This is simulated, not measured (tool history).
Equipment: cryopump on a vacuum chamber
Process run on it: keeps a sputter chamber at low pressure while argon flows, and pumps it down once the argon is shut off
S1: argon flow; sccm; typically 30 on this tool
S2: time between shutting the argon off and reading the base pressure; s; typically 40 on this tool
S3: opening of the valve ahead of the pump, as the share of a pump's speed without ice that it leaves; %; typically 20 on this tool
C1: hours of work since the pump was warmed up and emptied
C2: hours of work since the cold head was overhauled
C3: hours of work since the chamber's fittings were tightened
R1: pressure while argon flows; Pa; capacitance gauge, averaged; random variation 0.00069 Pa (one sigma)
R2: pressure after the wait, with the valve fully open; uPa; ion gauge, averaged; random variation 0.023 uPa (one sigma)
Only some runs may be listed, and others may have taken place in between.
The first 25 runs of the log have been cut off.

| run | day | S1 | S2 | S3 | C1 | C2 | C3 | R1 | R2 |
|---|---|---|---|---|---|---|---|---|---|
| 26 | 11.725 | 35 | 186 | 20 | 395 | 395 | 2016 | 0.1479 | 0.5 |
| 27 | 12.217 | 40 | 186 | 20 | 401 | 401 | 2022 | 0.1668 | 0.45 |
| 28 | 12.692 | 30 | 40 | 50 | 407 | 407 | 2028 | 0.0521 | 0.89 |
| 29 | 12.954 | 55 | 85 | 19 | 410 | 410 | 2032 | 0.2409 | 0.58 |
| 30 | 13.383 | 55 | 85 | 19 | 416 | 416 | 2037 | 0.2421 | 0.62 |
| 31 | 13.771 | 19 | 41 | 29 | 421 | 421 | 2042 | 0.0558 | 0.91 |
| 32 | 14.062 | 19 | 41 | 29 | 425 | 425 | 2046 | 0.056 | 0.9 |
| 33 | 14.667 | 19 | 41 | 29 | 432 | 432 | 2054 | 0.0567 | 0.85 |

Forecast each of these 5 alternatives for the next run:
| A | 15.021 | 19 | 197 | 41 | 437 | 437 | 2058 | ? | ? |
| B | 15.021 | 30 | 40 | 22 | 437 | 437 | 2058 | ? | ? |
| C | 15.021 | 13 | 41 | 29 | 437 | 437 | 2058 | ? | ? |
| D | 15.021 | 15 | 25 | 32 | 437 | 437 | 2058 | ? | ? |
| E | 15.021 | 31 | 41 | 29 | 437 | 437 | 2058 | ? | ? |

| run | R1 | R2 |
|---|---|---|
| A | 0.0409 | 0.44 |
| B | 0.1143 | 0.85 |
| C | 0.0386 | 0.86 |
| D | 0.0401 | 1.25 |
| E | 0.0911 | 0.89 |
Had the tool no hidden state, the same runs would have come out as:
| run | R1 | R2 |
|---|---|---|
| A | 0.037 | 0.23 |
| B | 0.1081 | 0.65 |
| C | 0.0359 | 0.65 |
| D | 0.037 | 1.04 |
| E | 0.0847 | 0.68 |
